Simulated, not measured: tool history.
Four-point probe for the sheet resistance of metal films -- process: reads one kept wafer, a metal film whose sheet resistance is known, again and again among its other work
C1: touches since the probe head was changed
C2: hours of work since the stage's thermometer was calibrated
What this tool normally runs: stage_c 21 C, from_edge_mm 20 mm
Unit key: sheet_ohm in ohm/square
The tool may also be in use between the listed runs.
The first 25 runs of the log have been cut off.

Run 26, hour 2389.5: usual settings but stage_c 22 C, from_edge_mm 56 mm; C1 41543; C2 129. Result: sheet_ohm 4.083737 ohm/square.
Run 27, hour 2444.7: usual settings but from_edge_mm 6 mm; C1 42158; C2 160. Result: sheet_ohm 4.100702 ohm/square.
Run 28, hour 2525.6: usual settings but stage_c 23 C, from_edge_mm 32 mm; C1 43059; C2 205. Result: sheet_ohm 4.088735 ohm/square.
Run 29, hour 2629.6: usual settings but from_edge_mm 51 mm; C1 44218; C2 263. Result: sheet_ohm 4.086268 ohm/square.
Run 30, hour 2715.3: usual settings but from_edge_mm 51 mm; C1 45173; C2 310. Result: sheet_ohm 4.084778 ohm/square.
Run 31, hour 2800.2: usual settings but stage_c 22 C, from_edge_mm 46 mm; C1 46119; C2 358. Result: sheet_ohm 4.086278 ohm/square.
Run 32, hour 2872.0: usual settings but stage_c 20 C, from_edge_mm 9 mm; C1 46918; C2 398. Result: sheet_ohm 4.093699 ohm/square.
Run 33, hour 2979.1: usual settings but stage_c 20 C, from_edge_mm 9 mm; C1 48112; C2 457. Result: sheet_ohm 4.092953 ohm/square.
Run 34, hour 3066.1: usual settings but stage_c 20 C, from_edge_mm 9 mm; C1 49081; C2 506. Result: sheet_ohm 4.093200 ohm/square.
Run 35, hour 3191.6: usual settings but stage_c 20 C, from_edge_mm 9 mm; C1 50480; C2 575. Result: sheet_ohm 4.093918 ohm/square.
Run 36, hour 3268.8: usual settings but stage_c 22 C, from_edge_mm 12 mm; C1 51340; C2 618. Result: sheet_ohm 4.092251 ohm/square.
Run 37, hour 3356.1: usual settings but stage_c 20 C, from_edge_mm 51 mm; C1 52313; C2 667. Result: sheet_ohm 4.089110 ohm/square.
Run 38, hour 3467.8: usual settings but stage_c 28 C, from_edge_mm 27 mm; C1 53558; C2 729. Result: sheet_ohm 4.094209 ohm/square.
Run 39, hour 3564.4: usual settings but stage_c 28 C, from_edge_mm 27 mm; C1 54634; C2 783. Result: sheet_ohm 4.097260 ohm/square.
Run 40, hour 3634.4: usual settings but from_edge_mm 3 mm; C1 55413; C2 822. Result: sheet_ohm 4.149352 ohm/square.

Predict each of these 4 candidate next runs independently; none follows another, all start after run 40:
Run A, hour 3715.8: usual settings but stage_c 26 C, from_edge_mm 19 mm; C1 56321; C2 867. Result: sheet_ohm ?.
Run B, hour 3715.8: usual settings but stage_c 22 C; C1 56321; C2 867. Result: sheet_ohm ?.
Run C, hour 3715.8: usual settings but stage_c 22 C, from_edge_mm 15 mm; C1 56321; C2 867. Result: sheet_ohm ?.
Run D, hour 3715.8: usual settings but stage_c 27 C, from_edge_mm 69 mm; C1 56321; C2 867. Result: sheet_ohm ?.

run  sheet_ohm
  A   4.096276
  B   4.091066
  C   4.093409
  D   4.095645
With no hidden state in the tool, these same runs would have given:
run  sheet_ohm
  A   4.089417
  B   4.084156
  C   4.086496
  D   4.088801
